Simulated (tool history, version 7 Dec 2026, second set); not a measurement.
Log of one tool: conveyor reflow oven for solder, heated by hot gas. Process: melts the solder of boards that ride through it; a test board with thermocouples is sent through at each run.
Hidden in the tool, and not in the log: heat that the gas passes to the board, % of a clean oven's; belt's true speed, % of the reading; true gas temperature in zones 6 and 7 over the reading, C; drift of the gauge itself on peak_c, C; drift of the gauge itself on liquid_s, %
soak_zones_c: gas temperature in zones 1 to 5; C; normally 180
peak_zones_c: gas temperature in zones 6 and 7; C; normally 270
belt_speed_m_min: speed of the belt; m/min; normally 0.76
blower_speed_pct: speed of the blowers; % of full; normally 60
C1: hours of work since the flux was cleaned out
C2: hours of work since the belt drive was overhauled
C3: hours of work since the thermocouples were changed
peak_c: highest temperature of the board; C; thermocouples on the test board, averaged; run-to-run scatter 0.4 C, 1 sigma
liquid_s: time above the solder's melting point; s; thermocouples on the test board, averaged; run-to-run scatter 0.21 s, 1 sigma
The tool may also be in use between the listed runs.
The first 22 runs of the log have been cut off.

At hour 272.9: belt drive overhauled, speed set with a stopwatch.
Run 23, hour 282: usual settings but peak_zones_c 259 C, belt_speed_m_min 0.746 m/min; C1 67; C2 7; C3 672. Result: peak_c 243.4 C, liquid_s 38.1 s.
Run 24, hour 297.7: usual settings but peak_zones_c 282 C, blower_speed_pct 87 % of full; C1 78; C2 18; C3 684. Result: peak_c 266.8 C, liquid_s 50.2 s.
Run 25, hour 313.4: usual settings but peak_zones_c 282 C, blower_speed_pct 87 % of full; C1 90; C2 30; C3 696. Result: peak_c 267 C, liquid_s 50.5 s.
Run 26, hour 328.5: usual settings but soak_zones_c 179 C, peak_zones_c 267 C, belt_speed_m_min 0.699 m/min; C1 101; C2 41; C3 707. Result: peak_c 251.1 C, liquid_s 47.1 s.
Run 27, hour 341.4: usual settings but soak_zones_c 172 C, peak_zones_c 280 C, belt_speed_m_min 0.873 m/min, blower_speed_pct 77 % of full; C1 111; C2 51; C3 716. Result: peak_c 257.3 C, liquid_s 37.9 s.
Run 28, hour 351: usual settings but soak_zones_c 172 C, peak_zones_c 280 C, belt_speed_m_min 0.873 m/min, blower_speed_pct 77 % of full; C1 118; C2 58; C3 724. Result: peak_c 257.4 C, liquid_s 37.4 s.
At hour 357: belt drive overhauled, speed set with a stopwatch, once more.
Run 29, hour 368.8: usual settings but soak_zones_c 172 C, peak_zones_c 264 C, belt_speed_m_min 0.72 m/min, blower_speed_pct 65 % of full; C1 128; C2 9; C3 734. Result: peak_c 246.4 C, liquid_s 39.4 s.
Run 30, hour 378.5: usual settings but soak_zones_c 172 C, peak_zones_c 264 C, belt_speed_m_min 0.72 m/min, blower_speed_pct 65 % of full; C1 135; C2 16; C3 741. Result: peak_c 246.7 C, liquid_s 39.5 s.
Run 31, hour 389.3: usual settings but soak_zones_c 172 C, peak_zones_c 264 C, belt_speed_m_min 0.72 m/min; C1 143; C2 24; C3 749. Result: peak_c 245.3 C, liquid_s 38.6 s.

Alternative continuations, all from the tool just after run 31; predict every row:
Run A, hour 402.3: usual settings but soak_zones_c 185 C, peak_zones_c 264 C, belt_speed_m_min 0.81 m/min, blower_speed_pct 78 % of full; C1 153; C2 34; C3 759. Result: peak_c ?, liquid_s ?.
Run B, hour 402.3: usual settings but peak_zones_c 262 C; C1 153; C2 34; C3 759. Result: peak_c ?, liquid_s ?.
Run C, hour 402.3: usual settings but soak_zones_c 172 C, peak_zones_c 264 C, belt_speed_m_min 0.886 m/min; C1 153; C2 34; C3 759. Result: peak_c ?, liquid_s ?.

run  peak_c  liquid_s
  A   247.7      39.3
  B   243.8      37.3
  C   237.2      24.3
With the hidden condition removed and each run's random variation left untouched, the same runs would have given:
run  peak_c  liquid_s
  A   250.3      40.9
  B   246.3      39.2
  C     240      26.5

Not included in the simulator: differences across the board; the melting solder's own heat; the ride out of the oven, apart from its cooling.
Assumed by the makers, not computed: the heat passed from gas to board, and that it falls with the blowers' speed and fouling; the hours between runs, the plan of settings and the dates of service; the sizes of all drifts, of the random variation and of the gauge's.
